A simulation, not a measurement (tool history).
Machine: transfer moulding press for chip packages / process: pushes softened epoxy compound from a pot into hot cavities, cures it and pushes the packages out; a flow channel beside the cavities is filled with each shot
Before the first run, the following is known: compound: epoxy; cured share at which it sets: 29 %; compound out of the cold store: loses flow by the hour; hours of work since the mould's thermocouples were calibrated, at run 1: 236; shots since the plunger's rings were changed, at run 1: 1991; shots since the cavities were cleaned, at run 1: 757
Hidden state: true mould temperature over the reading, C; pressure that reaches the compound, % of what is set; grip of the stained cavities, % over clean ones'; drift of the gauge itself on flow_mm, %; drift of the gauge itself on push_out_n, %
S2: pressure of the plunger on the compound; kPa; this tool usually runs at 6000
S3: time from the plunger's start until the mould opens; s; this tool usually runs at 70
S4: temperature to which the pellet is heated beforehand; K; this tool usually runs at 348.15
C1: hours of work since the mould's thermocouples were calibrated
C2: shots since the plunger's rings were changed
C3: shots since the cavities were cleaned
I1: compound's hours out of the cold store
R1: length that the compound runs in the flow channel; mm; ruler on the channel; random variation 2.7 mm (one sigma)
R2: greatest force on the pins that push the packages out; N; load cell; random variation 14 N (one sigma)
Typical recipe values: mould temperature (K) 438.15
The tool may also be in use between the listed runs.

Run 1, hour 0.0: usual settings; C1 236; C2 1991; C3 757; I1 23.8. Result: R1 605 mm, R2 1047 N.
At hour 7.5: cavities cleaned with cleaning compound and waxed.
At hour 35.0: plunger's sealing rings changed.
At hour 54.8: cavities cleaned with cleaning compound and waxed.
Run 2, hour 57.8: usual settings; C1 275; C2 412; C3 58; I1 20.8. Result: R1 636 mm, R2 732 N.
At hour 98.9: cavities cleaned with cleaning compound and waxed.
At hour 145.7: cavities cleaned with cleaning compound and waxed.
Run 3, hour 145.7: usual settings but mould temperature (K) 444.15; C1 338; C2 2055; C3 0; I1 10.8. Result: R1 622 mm, R2 485 N.
At hour 176.5: plunger's sealing rings changed.
At hour 199.1: cavities cleaned with cleaning compound and waxed.
Run 4, hour 217.6: usual settings but mould temperature (K) 444.15; C1 389; C2 766; C3 357; I1 20.6. Result: R1 610 mm, R2 618 N.
At hour 228.3: mould's thermocouples calibrated.
At hour 245.8: cavities cleaned with cleaning compound and waxed.
Run 5, hour 266.6: usual settings but mould temperature (K) 444.15; C1 27; C2 1647; C3 402; I1 25.1. Result: R1 590 mm, R2 604 N.
At hour 294.1: cavities cleaned with cleaning compound and waxed.
At hour 321.9: plunger's sealing rings changed.
At hour 348.2: cavities cleaned with cleaning compound and waxed.
Run 6, hour 358.1: usual settings but mould temperature (K) 444.15; C1 92; C2 671; C3 192; I1 45.8. Result: R1 551 mm, R2 502 N.
At hour 396.1: cavities cleaned with cleaning compound and waxed.
Run 7, hour 415.6: usual settings but mould temperature (K) 444.15; C1 134; C2 1754; C3 378; I1 25.3. Result: R1 586 mm, R2 617 N.
At hour 440.3: cavities cleaned with cleaning compound and waxed.
At hour 464.3: plunger's sealing rings changed.
At hour 487.6: cavities cleaned with cleaning compound and waxed.
Run 8, hour 492.5: usual settings but mould temperature (K) 444.15; C1 187; C2 518; C3 95; I1 31.8. Result: R1 587 mm, R2 516 N.
At hour 536.0: cavities cleaned with cleaning compound and waxed.
At hour 581.6: cavities cleaned with cleaning compound and waxed.
Run 9, hour 585.8: usual settings but S4 343.15 K; C1 254; C2 2265; C3 81; I1 46.3. Result: R1 544 mm, R2 706 N.
At hour 604.9: plunger's sealing rings changed.
At hour 630.2: cavities cleaned with cleaning compound and waxed.
Run 10, hour 647.0: usual settings but S4 343.15 K; C1 297; C2 785; C3 324; I1 12.3. Result: R1 647 mm, R2 913 N.
At hour 675.0: cavities cleaned with cleaning compound and waxed.
Run 11, hour 717.2: usual settings; C1 348; C2 2115; C3 817; I1 27.3. Result: R1 597 mm, R2 1032 N.
At hour 724.6: cavities cleaned with cleaning compound and waxed.
At hour 749.5: plunger's sealing rings changed.
Run 12, hour 766.5: usual settings but mould temperature (K) 434.15; C1 382; C2 330; C3 763; I1 12.2. Result: R1 670 mm, R2 1483 N.
At hour 773.2: cavities cleaned with cleaning compound and waxed.
At hour 791.1: mould's thermocouples calibrated.
Run 13, hour 814.8: usual settings but mould temperature (K) 441.15, S2 6270 kPa, S3 53 s, S4 345.15 K; C1 18; C2 1195; C3 766; I1 45.0. Result: R1 572 mm, R2 1584 N.
At hour 820.7: cavities cleaned with cleaning compound and waxed.
At hour 865.8: cavities cleaned with cleaning compound and waxed.
At hour 893.8: plunger's sealing rings changed.
Run 14, hour 908.4: usual settings but mould temperature (K) 441.15, S2 6270 kPa, S3 53 s, S4 345.15 K; C1 84; C2 283; C3 777; I1 31.4. Result: R1 606 mm, R2 1583 N.
At hour 918.3: cavities cleaned with cleaning compound and waxed.
At hour 968.8: cavities cleaned with cleaning compound and waxed.
Run 15, hour 1004.3: usual settings but S3 67 s; C1 153; C2 2081; C3 688; I1 14.0. Result: R1 636 mm, R2 1135 N.
At hour 1014.4: cavities cleaned with cleaning compound and waxed.
At hour 1035.2: plunger's sealing rings changed.
At hour 1066.1: cavities cleaned with cleaning compound and waxed.
Run 16, hour 1070.3: usual settings but S3 91 s; C1 198; C2 649; C3 81; I1 40.3. Result: R1 574 mm, R2 431 N.
At hour 1116.2: cavities cleaned with cleaning compound and waxed.
Run 17, hour 1148.3: usual settings but S3 91 s; C1 255; C2 2130; C3 621; I1 38.0. Result: R1 568 mm, R2 560 N.
At hour 1163.1: cavities cleaned with cleaning compound and waxed.
At hour 1176.7: plunger's sealing rings changed.
Run 18, hour 1207.5: usual settings but mould temperature (K) 432.15, S3 91 s; C1 297; C2 596; C3 809; I1 15.0. Result: R1 659 mm, R2 900 N.
At hour 1217.6: cavities cleaned with cleaning compound and waxed.
Run 19, hour 1259.5: usual settings but mould temperature (K) 435.15, S3 91 s, S4 350.15 K; C1 334; C2 1575; C3 812; I1 29.5. Result: R1 603 mm, R2 712 N.
At hour 1268.2: cavities cleaned with cleaning compound and waxed.
At hour 1318.4: plunger's sealing rings changed.
At hour 1319.9: cavities cleaned with cleaning compound and waxed.
Run 20, hour 1324.5: usual settings but mould temperature (K) 440.15, S2 5370 kPa, S3 75 s, S4 356.15 K; C1 379; C2 89; C3 89; I1 15.5. Result: R1 612 mm, R2 530 N.
At hour 1353.3: mould's thermocouples calibrated.
At hour 1371.4: cavities cleaned with cleaning compound and waxed.
Run 21, hour 1374.8: usual settings but mould temperature (K) 440.15, S2 6180 kPa, S3 75 s, S4 353.15 K; C1 15; C2 994; C3 66; I1 24.3. Result: R1 614 mm, R2 525 N.
At hour 1421.1: cavities cleaned with cleaning compound and waxed.
Run 22, hour 1452.1: usual settings but mould temperature (K) 443.15, S4 351.15 K; C1 72; C2 2461; C3 599; I1 11.4. Result: R1 612 mm, R2 718 N.
At hour 1463.3: plunger's sealing rings changed.
At hour 1469.5: cavities cleaned with cleaning compound and waxed.
At hour 1518.8: cavities cleaned with cleaning compound and waxed.
Run 23, hour 1520.9: usual settings but mould temperature (K) 443.15, S4 351.15 K; C1 119; C2 1058; C3 41; I1 17.0. Result: R1 615 mm, R2 514 N.

Take each entry between the runs: how does the hidden state at the last listed run before it differ from the hidden state at the first listed run after it?
Run 1 -> run 2: cavities cleaned with cleaning compound and waxed (hour 7.5); plunger's sealing rings changed (hour 35.0); cavities cleaned with cleaning compound and waxed (hour 54.8)
  true mould temperature over the reading, C: -0.74 -> -0.81; pressure that reaches the compound, % of what is set: 92.77 -> 98.3; grip of the stained cavities, % over clean ones': 53.5 -> 5.5
  difference, measured minus the result without the unlogged condition, R1: -21 -> -4 mm; R2: +402 -> +79 N
Run 2 -> run 3: cavities cleaned with cleaning compound and waxed (hour 98.9); cavities cleaned with cleaning compound and waxed (hour 145.7)
  true mould temperature over the reading, C: -0.81 -> -0.93; pressure that reaches the compound, % of what is set: 98.3 -> 92.4; grip of the stained cavities, % over clean ones': 5.5 -> 0
  difference, measured minus the result without the unlogged condition, R1: -4 -> -23 mm; R2: +79 -> +26 N
Run 3 -> run 4: plunger's sealing rings changed (hour 176.5); cavities cleaned with cleaning compound and waxed (hour 199.1)
  true mould temperature over the reading, C: -0.93 -> -1.03; pressure that reaches the compound, % of what is set: 92.4 -> 97.12; grip of the stained cavities, % over clean ones': 0 -> 30.2
  difference, measured minus the result without the unlogged condition, R1: -23 -> -6 mm; R2: +26 -> +168 N
Run 4 -> run 5: mould's thermocouples calibrated (hour 228.3); cavities cleaned with cleaning compound and waxed (hour 245.8)
  true mould temperature over the reading, C: -1.03 -> 0.14; pressure that reaches the compound, % of what is set: 97.12 -> 94.03; grip of the stained cavities, % over clean ones': 30.2 -> 32.9
  difference, measured minus the result without the unlogged condition, R1: -6 -> -19 mm; R2: +168 -> +147 N
Run 5 -> run 6: cavities cleaned with cleaning compound and waxed (hour 294.1); plunger's sealing rings changed (hour 321.9); cavities cleaned with cleaning compound and waxed (hour 348.2)
  true mould temperature over the reading, C: 0.14 -> 0.01; pressure that reaches the compound, % of what is set: 94.03 -> 97.37; grip of the stained cavities, % over clean ones': 32.9 -> 17.4
  difference, measured minus the result without the unlogged condition, R1: -19 -> -8 mm; R2: +147 -> +75 N
Run 6 -> run 7: cavities cleaned with cleaning compound and waxed (hour 396.1)
  true mould temperature over the reading, C: 0.01 -> -0.07; pressure that reaches the compound, % of what is set: 97.37 -> 93.82; grip of the stained cavities, % over clean ones': 17.4 -> 33
  difference, measured minus the result without the unlogged condition, R1: -8 -> -19 mm; R2: +75 -> +154 N
Run 7 -> run 8: cavities cleaned with cleaning compound and waxed (hour 440.3); plunger's sealing rings changed (hour 464.3); cavities cleaned with cleaning compound and waxed (hour 487.6)
  true mould temperature over the reading, C: -0.07 -> -0.17; pressure that reaches the compound, % of what is set: 93.82 -> 97.73; grip of the stained cavities, % over clean ones': 33 -> 14
  difference, measured minus the result without the unlogged condition, R1: -19 -> -6 mm; R2: +154 -> +68 N
Run 8 -> run 9: cavities cleaned with cleaning compound and waxed (hour 536.0); cavities cleaned with cleaning compound and waxed (hour 581.6)
  true mould temperature over the reading, C: -0.17 -> -0.3; pressure that reaches the compound, % of what is set: 97.73 -> 91.78; grip of the stained cavities, % over clean ones': 14 -> 10.4
  difference, measured minus the result without the unlogged condition, R1: -6 -> -23 mm; R2: +68 -> +80 N
Run 9 -> run 10: plunger's sealing rings changed (hour 604.9); cavities cleaned with cleaning compound and waxed (hour 630.2)
  true mould temperature over the reading, C: -0.3 -> -0.38; pressure that reaches the compound, % of what is set: 91.78 -> 96.62; grip of the stained cavities, % over clean ones': 10.4 -> 27.2
  difference, measured minus the result without the unlogged condition, R1: -23 -> -10 mm; R2: +80 -> +214 N
Run 10 -> run 11: cavities cleaned with cleaning compound and waxed (hour 675.0)
  true mould temperature over the reading, C: -0.38 -> -0.47; pressure that reaches the compound, % of what is set: 96.62 -> 92.06; grip of the stained cavities, % over clean ones': 27.2 -> 55.9
  difference, measured minus the result without the unlogged condition, R1: -10 -> -24 mm; R2: +214 -> +392 N
Run 11 -> run 12: cavities cleaned with cleaning compound and waxed (hour 724.6); plunger's sealing rings changed (hour 749.5)
  true mould temperature over the reading, C: -0.47 -> -0.54; pressure that reaches the compound, % of what is set: 92.06 -> 98.5; grip of the stained cavities, % over clean ones': 55.9 -> 50.4
  difference, measured minus the result without the unlogged condition, R1: -24 -> -3 mm; R2: +392 -> +533 N
Run 12 -> run 13: cavities cleaned with cleaning compound and waxed (hour 773.2); mould's thermocouples calibrated (hour 791.1)
  true mould temperature over the reading, C: -0.54 -> 0.19; pressure that reaches the compound, % of what is set: 98.5 -> 95.36; grip of the stained cavities, % over clean ones': 50.4 -> 53.4
  difference, measured minus the result without the unlogged condition, R1: -3 -> -15 mm; R2: +533 -> +543 N
Run 13 -> run 14: cavities cleaned with cleaning compound and waxed (hour 820.7); cavities cleaned with cleaning compound and waxed (hour 865.8); plunger's sealing rings changed (hour 893.8)
  true mould temperature over the reading, C: 0.19 -> 0.07; pressure that reaches the compound, % of what is set: 95.36 -> 98.47; grip of the stained cavities, % over clean ones': 53.4 -> 51.6
  difference, measured minus the result without the unlogged condition, R1: -15 -> -5 mm; R2: +543 -> +536 N
Run 14 -> run 15: cavities cleaned with cleaning compound and waxed (hour 918.3); cavities cleaned with cleaning compound and waxed (hour 968.8)
  true mould temperature over the reading, C: 0.07 -> -0.07; pressure that reaches the compound, % of what is set: 98.47 -> 92.52; grip of the stained cavities, % over clean ones': 51.6 -> 49.6
  difference, measured minus the result without the unlogged condition, R1: -5 -> -25 mm; R2: +536 -> +379 N
Run 15 -> run 16: cavities cleaned with cleaning compound and waxed (hour 1014.4); plunger's sealing rings changed (hour 1035.2); cavities cleaned with cleaning compound and waxed (hour 1066.1)
  true mould temperature over the reading, C: -0.07 -> -0.15; pressure that reaches the compound, % of what is set: 92.52 -> 97.2; grip of the stained cavities, % over clean ones': 49.6 -> 10.3
  difference, measured minus the result without the unlogged condition, R1: -25 -> -8 mm; R2: +379 -> +42 N
Run 16 -> run 17: cavities cleaned with cleaning compound and waxed (hour 1116.2)
  true mould temperature over the reading, C: -0.15 -> -0.27; pressure that reaches the compound, % of what is set: 97.2 -> 91.94; grip of the stained cavities, % over clean ones': 10.3 -> 48.8
  difference, measured minus the result without the unlogged condition, R1: -8 -> -24 mm; R2: +42 -> +189 N
Run 17 -> run 18: cavities cleaned with cleaning compound and waxed (hour 1163.1); plunger's sealing rings changed (hour 1176.7)
  true mould temperature over the reading, C: -0.27 -> -0.34; pressure that reaches the compound, % of what is set: 91.94 -> 97.9; grip of the stained cavities, % over clean ones': 48.8 -> 55.8
  difference, measured minus the result without the unlogged condition, R1: -24 -> -6 mm; R2: +189 -> +335 N
Run 18 -> run 19: cavities cleaned with cleaning compound and waxed (hour 1217.6)
  true mould temperature over the reading, C: -0.34 -> -0.42; pressure that reaches the compound, % of what is set: 97.9 -> 94.34; grip of the stained cavities, % over clean ones': 55.8 -> 52.1
  difference, measured minus the result without the unlogged condition, R1: -6 -> -16 mm; R2: +335 -> +253 N
Run 19 -> run 20: cavities cleaned with cleaning compound and waxed (hour 1268.2); plunger's sealing rings changed (hour 1318.4); cavities cleaned with cleaning compound and waxed (hour 1319.9)
  true mould temperature over the reading, C: -0.42 -> -0.5; pressure that reaches the compound, % of what is set: 94.34 -> 99.2; grip of the stained cavities, % over clean ones': 52.1 -> 8.3
  difference, measured minus the result without the unlogged condition, R1: -16 -> -1 mm; R2: +253 -> +55 N
Run 20 -> run 21: mould's thermocouples calibrated (hour 1353.3); cavities cleaned with cleaning compound and waxed (hour 1371.4)
  true mould temperature over the reading, C: -0.5 -> 0.16; pressure that reaches the compound, % of what is set: 99.2 -> 95.85; grip of the stained cavities, % over clean ones': 8.3 -> 9.8
  difference, measured minus the result without the unlogged condition, R1: -1 -> -14 mm; R2: +55 -> +42 N
Run 21 -> run 22: cavities cleaned with cleaning compound and waxed (hour 1421.1)
  true mould temperature over the reading, C: 0.16 -> 0.05; pressure that reaches the compound, % of what is set: 95.85 -> 90.56; grip of the stained cavities, % over clean ones': 9.8 -> 47
  difference, measured minus the result without the unlogged condition, R1: -14 -> -31 mm; R2: +42 -> +224 N
Run 22 -> run 23: plunger's sealing rings changed (hour 1463.3); cavities cleaned with cleaning compound and waxed (hour 1469.5); cavities cleaned with cleaning compound and waxed (hour 1518.8)
  true mould temperature over the reading, C: 0.05 -> -0.04; pressure that reaches the compound, % of what is set: 90.56 -> 95.77; grip of the stained cavities, % over clean ones': 47 -> 6.3
  difference, measured minus the result without the unlogged condition, R1: -31 -> -14 mm; R2: +224 -> +32 N
